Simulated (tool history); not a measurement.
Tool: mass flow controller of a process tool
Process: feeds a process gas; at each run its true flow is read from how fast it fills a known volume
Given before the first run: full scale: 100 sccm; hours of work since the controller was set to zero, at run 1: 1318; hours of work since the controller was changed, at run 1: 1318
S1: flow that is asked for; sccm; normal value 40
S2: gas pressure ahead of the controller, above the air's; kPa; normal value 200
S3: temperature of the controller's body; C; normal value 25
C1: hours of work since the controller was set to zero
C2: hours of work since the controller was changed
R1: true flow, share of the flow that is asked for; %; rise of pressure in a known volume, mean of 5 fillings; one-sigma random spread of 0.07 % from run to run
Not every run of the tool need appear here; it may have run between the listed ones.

run 1 hour=0.0 | S1=40 S2=200 S3=25 | C1=1318 C2=1318 | R1=99.12
run 2 hour=102.8 | S1=40 S2=200 S3=25 | C1=1356 C2=1356 | R1=99.37
run 3 hour=187.5 | S1=40 S2=200 S3=25 | C1=1388 C2=1388 | R1=99.32
run 4 hour=248.3 | S1=40 S2=200 S3=25 | C1=1411 C2=1411 | R1=99.23
run 5 hour=345.9 | S1=40 S2=200 S3=25 | C1=1447 C2=1447 | R1=99.19
run 6 hour=422.1 | S1=40 S2=200 S3=25 | C1=1475 C2=1475 | R1=99.23
run 7 hour=507.1 | S1=40 S2=200 S3=25 | C1=1507 C2=1507 | R1=99.34
run 8 hour=581.7 | S1=40 S2=200 S3=25 | C1=1535 C2=1535 | R1=99.25
run 9 hour=691.9 | S1=40 S2=200 S3=25 | C1=1576 C2=1576 | R1=99.22
run 10 hour=787.7 | S1=40 S2=200 S3=25 | C1=1611 C2=1611 | R1=99.24
run 11 hour=873.1 | S1=40 S2=200 S3=25 | C1=1643 C2=1643 | R1=99.30
run 12 hour=984.1 | S1=72 S2=166 S3=25 | C1=1685 C2=1685 | R1=99.44
-- hour=994.0 controller's zero set anew
run 13 hour=1072.2 | S1=25 S2=200 S3=25 | C1=29 C2=1717 | R1=98.82
run 14 hour=1159.3 | S1=55 S2=170 S3=25 | C1=62 C2=1750 | R1=99.23
run 15 hour=1225.4 | S1=52 S2=170 S3=28 | C1=86 C2=1774 | R1=98.96
run 16 hour=1295.3 | S1=52 S2=170 S3=33 | C1=112 C2=1800 | R1=98.56
run 17 hour=1355.2 | S1=40 S2=256 S3=25 | C1=134 C2=1823 | R1=99.66
run 18 hour=1437.9 | S1=20 S2=187 S3=36 | C1=165 C2=1853 | R1=97.60
-- hour=1518.1 controller's zero set anew, once more
run 19 hour=1533.5 | S1=53 S2=200 S3=21 | C1=6 C2=1889 | R1=99.90
run 20 hour=1622.5 | S1=57 S2=200 S3=21 | C1=39 C2=1922 | R1=100.19
run 21 hour=1732.4 | S1=48 S2=165 S3=26 | C1=80 C2=1963 | R1=99.38
run 22 hour=1801.6 | S1=35 S2=200 S3=25 | C1=106 C2=1989 | R1=99.41

Hidden state or all else? Some run-to-run changes of R1, split into what the settings, what came in and random variation would give without the hidden state, and what is left for the hidden state (with any gauge scatter that isn't in both results):
Hidden state present: flow at rest that the sensor doesn't see, % of full scale; true flow over the shown one, %; drift of the gauge itself on true_pct, %.
Run 12 -> 13: S1 72 -> 25, S2 166 -> 200, controller's zero set anew. R1 -0.62 %: hidden state -0.37, all else -0.25.
Run 17 -> 18: S1 40 -> 20, S2 256 -> 187, S3 25 -> 36. R1 -2.06 %: hidden state -0.36, all else -1.70.
Run 18 -> 19: S1 20 -> 53, S2 187 -> 200, S3 36 -> 21, controller's zero set anew, once more. R1 +2.30 %: hidden state +0.65, all else +1.65.

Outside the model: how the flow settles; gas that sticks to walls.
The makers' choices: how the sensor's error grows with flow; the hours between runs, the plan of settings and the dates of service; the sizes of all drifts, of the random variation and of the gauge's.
